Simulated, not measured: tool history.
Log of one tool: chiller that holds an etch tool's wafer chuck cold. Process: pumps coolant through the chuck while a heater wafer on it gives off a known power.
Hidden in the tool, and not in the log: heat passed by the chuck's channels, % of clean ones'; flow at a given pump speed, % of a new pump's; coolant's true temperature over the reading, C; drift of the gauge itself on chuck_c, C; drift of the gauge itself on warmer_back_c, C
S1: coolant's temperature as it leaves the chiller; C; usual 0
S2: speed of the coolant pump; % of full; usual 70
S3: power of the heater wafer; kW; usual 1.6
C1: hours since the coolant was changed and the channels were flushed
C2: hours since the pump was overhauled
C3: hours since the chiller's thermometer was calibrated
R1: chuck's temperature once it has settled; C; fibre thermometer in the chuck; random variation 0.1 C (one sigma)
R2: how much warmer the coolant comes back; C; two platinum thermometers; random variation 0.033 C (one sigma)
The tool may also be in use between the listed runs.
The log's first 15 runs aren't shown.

run 16 day=17.417 | S1=-5 S2=70 S3=1.6 | C1=1341 C2=964 C3=1836 | R1=16.5 R2=4.23
run 17 day=18.912 | S1=0 S2=79 S3=1.6 | C1=1377 C2=1000 C3=1872 | R1=19.2 R2=3.67
run 18 day=20.408 | S1=0 S2=70 S3=1.54 | C1=1413 C2=1036 C3=1908 | R1=20.8 R2=4.08
run 19 day=21.396 | S1=2 S2=89 S3=1.467 | C1=1437 C2=1059 C3=1931 | R1=18 R2=3
run 20 day=23.025 | S1=2 S2=89 S3=1.467 | C1=1476 C2=1099 C3=1970 | R1=17.9 R2=2.96
-- day=23.188 chiller's thermometer calibrated
run 21 day=24.55 | S1=2 S2=89 S3=2.152 | C1=1511 C2=1134 C3=33 | R1=25.4 R2=4.45
run 22 day=25.625 | S1=1 S2=84 S3=1.756 | C1=1537 C2=1160 C3=59 | R1=21.2 R2=3.77
run 23 day=26.871 | S1=-4 S2=84 S3=1.756 | C1=1567 C2=1190 C3=88 | R1=16.1 R2=3.83
run 24 day=28.229 | S1=-6 S2=83 S3=1.756 | C1=1600 C2=1222 C3=121 | R1=14.5 R2=3.87
run 25 day=29.371 | S1=10 S2=62 S3=1.947 | C1=1627 C2=1250 C3=148 | R1=39.5 R2=5.94
-- day=29.704 chiller's thermometer calibrated, once more
run 26 day=30.862 | S1=7 S2=80 S3=1.6 | C1=1662 C2=1285 C3=28 | R1=26 R2=3.69
run 27 day=31.942 | S1=0 S2=70 S3=2.175 | C1=1688 C2=1311 C3=54 | R1=29.3 R2=5.8
run 28 day=32.658 | S1=10 S2=100 S3=1.023 | C1=1705 C2=1328 C3=71 | R1=19.9 R2=1.8
run 29 day=34.046 | S1=-7 S2=67 S3=1.055 | C1=1738 C2=1361 C3=104 | R1=7.6 R2=2.98
run 30 day=35.083 | S1=-9 S2=67 S3=1.055 | C1=1763 C2=1386 C3=129 | R1=6 R2=2.94
run 31 day=36.404 | S1=-9 S2=67 S3=1.87 | C1=1795 C2=1418 C3=161 | R1=17.2 R2=5.32

5 ways to go on from here, each from the tool as it stands after run 31. What would each give?
run A day=37.175 | S1=-9 S2=67 S3=1.947 | C1=1813 C2=1436 C3=179 | R1=? R2=?
run B day=37.175 | S1=-9 S2=70 S3=1.321 | C1=1813 C2=1436 C3=179 | R1=? R2=?
run C day=37.175 | S1=8 S2=63 S3=1.109 | C1=1813 C2=1436 C3=179 | R1=? R2=?
run D day=37.175 | S1=0 S2=72 S3=0.876 | C1=1813 C2=1436 C3=179 | R1=? R2=?
run E day=37.175 | S1=9 S2=67 S3=1.87 | C1=1813 C2=1436 C3=179 | R1=? R2=?

run=A R1=18.4 R2=5.48
run=B R1=8.9 R2=3.57
run=C R1=24.4 R2=3.37
run=D R1=11.6 R2=2.3
run=E R1=35.3 R2=5.3
Without the tool's hidden state the same runs would have given:
run=A R1=17.2 R2=5.38
run=B R1=8.1 R2=3.5
run=C R1=23.7 R2=3.31
run=D R1=11.1 R2=2.26
run=E R1=34.1 R2=5.2
